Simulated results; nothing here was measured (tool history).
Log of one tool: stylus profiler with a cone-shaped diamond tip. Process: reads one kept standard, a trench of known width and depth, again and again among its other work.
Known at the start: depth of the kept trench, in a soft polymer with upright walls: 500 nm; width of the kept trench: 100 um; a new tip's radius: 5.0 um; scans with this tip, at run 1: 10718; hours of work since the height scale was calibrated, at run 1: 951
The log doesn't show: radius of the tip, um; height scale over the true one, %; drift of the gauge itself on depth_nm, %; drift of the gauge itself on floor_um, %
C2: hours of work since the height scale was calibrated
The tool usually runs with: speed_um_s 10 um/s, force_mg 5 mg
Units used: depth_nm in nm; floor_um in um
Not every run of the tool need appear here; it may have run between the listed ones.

{"run": 1, "hour": 0.0, "speed_um_s": 10, "force_mg": 5, "scans with this tip": 10718, "C2": 951, "depth_nm": 509.58, "floor_um": 94.87}
{"hour": 32.9, "done": "height scale calibrated on a step standard"}
{"run": 2, "hour": 56.1, "speed_um_s": 4, "force_mg": 5, "scans with this tip": 11144, "C2": 16, "depth_nm": 510.47, "floor_um": 94.86}
{"run": 3, "hour": 94.4, "speed_um_s": 4, "force_mg": 5, "scans with this tip": 11437, "C2": 42, "depth_nm": 510.53, "floor_um": 94.86}
{"run": 4, "hour": 153.9, "speed_um_s": 15, "force_mg": 5, "scans with this tip": 11893, "C2": 82, "depth_nm": 510.33, "floor_um": 94.78}
{"run": 5, "hour": 205.4, "speed_um_s": 10, "force_mg": 5, "scans with this tip": 12287, "C2": 117, "depth_nm": 510.62, "floor_um": 94.85}
{"run": 6, "hour": 269.0, "speed_um_s": 3, "force_mg": 5, "scans with this tip": 12775, "C2": 161, "depth_nm": 510.78, "floor_um": 94.81}
{"hour": 294.7, "done": "height scale calibrated on a step standard, once more"}
{"run": 7, "hour": 301.8, "speed_um_s": 6, "force_mg": 5, "scans with this tip": 13022, "C2": 5, "depth_nm": 507.63, "floor_um": 94.75}
{"run": 8, "hour": 332.9, "speed_um_s": 6, "force_mg": 5, "scans with this tip": 13260, "C2": 26, "depth_nm": 507.57, "floor_um": 94.74}
{"run": 9, "hour": 383.7, "speed_um_s": 10, "force_mg": 5, "scans with this tip": 13650, "C2": 61, "depth_nm": 507.5, "floor_um": 94.65}
{"run": 10, "hour": 425.8, "speed_um_s": 10, "force_mg": 3.43, "scans with this tip": 13972, "C2": 89, "depth_nm": 506.11, "floor_um": 94.65}
{"run": 11, "hour": 486.4, "speed_um_s": 10, "force_mg": 9.12, "scans with this tip": 14436, "C2": 130, "depth_nm": 511.36, "floor_um": 94.67}
{"run": 12, "hour": 540.9, "speed_um_s": 10, "force_mg": 9.12, "scans with this tip": 14853, "C2": 167, "depth_nm": 511.4, "floor_um": 94.7}
{"run": 13, "hour": 574.1, "speed_um_s": 10, "force_mg": 5, "scans with this tip": 15108, "C2": 190, "depth_nm": 507.73, "floor_um": 94.62}
{"run": 14, "hour": 618.3, "speed_um_s": 19, "force_mg": 4.24, "scans with this tip": 15446, "C2": 220, "depth_nm": 506.94, "floor_um": 94.58}
{"run": 15, "hour": 657.9, "speed_um_s": 10, "force_mg": 7.21, "scans with this tip": 15750, "C2": 247, "depth_nm": 510.16, "floor_um": 94.57}
{"run": 16, "hour": 717.7, "speed_um_s": 2, "force_mg": 5, "scans with this tip": 16208, "C2": 288, "depth_nm": 508.01, "floor_um": 94.59}
{"run": 17, "hour": 770.0, "speed_um_s": 26, "force_mg": 8.61, "scans with this tip": 16609, "C2": 323, "depth_nm": 511.36, "floor_um": 94.55}
{"run": 18, "hour": 820.3, "speed_um_s": 28, "force_mg": 4.37, "scans with this tip": 16994, "C2": 357, "depth_nm": 507.7, "floor_um": 94.53}
{"run": 19, "hour": 856.7, "speed_um_s": 5, "force_mg": 10.14, "scans with this tip": 17273, "C2": 382, "depth_nm": 512.64, "floor_um": 94.55}

Predict the results of run 20:
{"run": 20, "hour": 907.8, "speed_um_s": 3, "force_mg": 12.14, "scans with this tip": 17664, "C2": 417, "depth_nm": "?", "floor_um": "?"}

Logged for run 20: depth_nm 514.25 nm, floor_um 94.49 um.
If the tool had no hidden condition, the same run with the same run-to-run variation would have returned depth_nm 513.36 nm, floor_um 95.62 um.
